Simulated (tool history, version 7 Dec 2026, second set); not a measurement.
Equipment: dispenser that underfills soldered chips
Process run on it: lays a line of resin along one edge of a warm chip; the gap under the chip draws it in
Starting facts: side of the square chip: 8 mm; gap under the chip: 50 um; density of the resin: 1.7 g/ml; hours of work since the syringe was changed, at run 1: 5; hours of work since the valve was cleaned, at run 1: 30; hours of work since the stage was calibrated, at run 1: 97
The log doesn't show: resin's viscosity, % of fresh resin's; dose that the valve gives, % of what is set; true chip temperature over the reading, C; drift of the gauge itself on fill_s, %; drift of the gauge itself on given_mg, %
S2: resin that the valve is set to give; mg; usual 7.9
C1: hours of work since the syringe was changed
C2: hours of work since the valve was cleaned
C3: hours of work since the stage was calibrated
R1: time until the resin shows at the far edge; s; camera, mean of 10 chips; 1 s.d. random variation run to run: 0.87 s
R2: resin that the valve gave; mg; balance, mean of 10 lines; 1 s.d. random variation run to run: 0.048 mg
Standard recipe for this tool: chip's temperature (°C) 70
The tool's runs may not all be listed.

{"run": 1, "day": 0.0, "chip's temperature (°C)": 70, "S2": 7.9, "C1": 5, "C2": 30, "C3": 97, "R1": 99.5, "R2": 7.75}
{"run": 2, "day": 0.196, "chip's temperature (°C)": 70, "S2": 7.9, "C1": 8, "C2": 34, "C3": 101, "R1": 113.4, "R2": 7.68}
{"day": 0.308, "done": "new syringe of resin"}
{"run": 3, "day": 0.4, "chip's temperature (°C)": 70, "S2": 7.9, "C1": 2, "C2": 37, "C3": 104, "R1": 86.5, "R2": 7.69}
{"run": 4, "day": 0.583, "chip's temperature (°C)": 70, "S2": 7.9, "C1": 4, "C2": 40, "C3": 107, "R1": 97.7, "R2": 7.64}
{"run": 5, "day": 0.742, "chip's temperature (°C)": 70, "S2": 7.9, "C1": 7, "C2": 42, "C3": 109, "R1": 107.8, "R2": 7.75}
{"run": 6, "day": 0.846, "chip's temperature (°C)": 70, "S2": 7.9, "C1": 9, "C2": 44, "C3": 111, "R1": 115.2, "R2": 7.59}
{"day": 0.95, "done": "new syringe of resin"}
{"run": 7, "day": 1.05, "chip's temperature (°C)": 70, "S2": 9.44, "C1": 2, "C2": 47, "C3": 114, "R1": 85.5, "R2": 9.11}
{"day": 1.121, "done": "dispensing valve cleaned and set on the balance"}
{"run": 8, "day": 1.183, "chip's temperature (°C)": 70, "S2": 9.44, "C1": 3, "C2": 1, "C3": 115, "R1": 90.3, "R2": 9.4}
{"run": 9, "day": 1.333, "chip's temperature (°C)": 70, "S2": 9.86, "C1": 5, "C2": 3, "C3": 118, "R1": 97.4, "R2": 9.76}
{"run": 10, "day": 1.421, "chip's temperature (°C)": 70, "S2": 7.9, "C1": 7, "C2": 5, "C3": 119, "R1": 105.6, "R2": 7.94}
{"run": 11, "day": 1.604, "chip's temperature (°C)": 70, "S2": 7.9, "C1": 10, "C2": 8, "C3": 122, "R1": 117.8, "R2": 7.85}
{"day": 1.629, "done": "new syringe of resin"}
{"run": 12, "day": 1.746, "chip's temperature (°C)": 70, "S2": 7.9, "C1": 2, "C2": 10, "C3": 124, "R1": 89.5, "R2": 7.8}
{"run": 13, "day": 1.854, "chip's temperature (°C)": 70, "S2": 8.16, "C1": 4, "C2": 12, "C3": 126, "R1": 95.5, "R2": 8.03}
{"run": 14, "day": 1.971, "chip's temperature (°C)": 70, "S2": 8.16, "C1": 5, "C2": 13, "C3": 128, "R1": 102.3, "R2": 8.02}
{"run": 15, "day": 2.1, "chip's temperature (°C)": 70, "S2": 8.16, "C1": 8, "C2": 16, "C3": 130, "R1": 108.8, "R2": 8.12}
{"run": 16, "day": 2.208, "chip's temperature (°C)": 70, "S2": 7.9, "C1": 9, "C2": 17, "C3": 132, "R1": 117.5, "R2": 7.74}
{"day": 2.279, "done": "new syringe of resin"}
{"run": 17, "day": 2.408, "chip's temperature (°C)": 70, "S2": 7.9, "C1": 2, "C2": 20, "C3": 135, "R1": 91.3, "R2": 7.83}
{"run": 18, "day": 2.592, "chip's temperature (°C)": 70, "S2": 7.9, "C1": 5, "C2": 23, "C3": 138, "R1": 99.5, "R2": 7.73}
{"run": 19, "day": 2.733, "chip's temperature (°C)": 79, "S2": 8.73, "C1": 7, "C2": 26, "C3": 140, "R1": 75.1, "R2": 8.49}
{"run": 20, "day": 2.846, "chip's temperature (°C)": 67, "S2": 7.9, "C1": 9, "C2": 27, "C3": 142, "R1": 129, "R2": 7.71}
{"day": 2.917, "done": "new syringe of resin"}
{"run": 21, "day": 2.967, "chip's temperature (°C)": 67, "S2": 7.9, "C1": 1, "C2": 29, "C3": 144, "R1": 98, "R2": 7.75}
{"run": 22, "day": 3.083, "chip's temperature (°C)": 67, "S2": 7.9, "C1": 3, "C2": 31, "C3": 145, "R1": 102.5, "R2": 7.76}
{"run": 23, "day": 3.267, "chip's temperature (°C)": 59, "S2": 8.1, "C1": 6, "C2": 34, "C3": 148, "R1": 159, "R2": 7.91}
{"run": 24, "day": 3.433, "chip's temperature (°C)": 80, "S2": 8.29, "C1": 8, "C2": 37, "C3": 151, "R1": 75.8, "R2": 8.01}
{"day": 3.558, "done": "new syringe of resin"}
{"run": 25, "day": 3.625, "chip's temperature (°C)": 80, "S2": 8.29, "C1": 1, "C2": 39, "C3": 154, "R1": 59.7, "R2": 8.02}
{"run": 26, "day": 3.762, "chip's temperature (°C)": 56, "S2": 8.02, "C1": 3, "C2": 42, "C3": 156, "R1": 164.9, "R2": 7.77}

Predict the results of run 27:
{"run": 27, "day": 3.846, "chip's temperature (°C)": 63, "S2": 7.27, "C1": 5, "C2": 43, "C3": 157, "R1": "?", "R2": "?"}

Run 27 gave R1 132.9 s, R2 7.03 mg.
Take away the tool's hidden state, keep the run-to-run variation as it was, and the same run would have given R1 109.2 s, R2 7.28 mg.
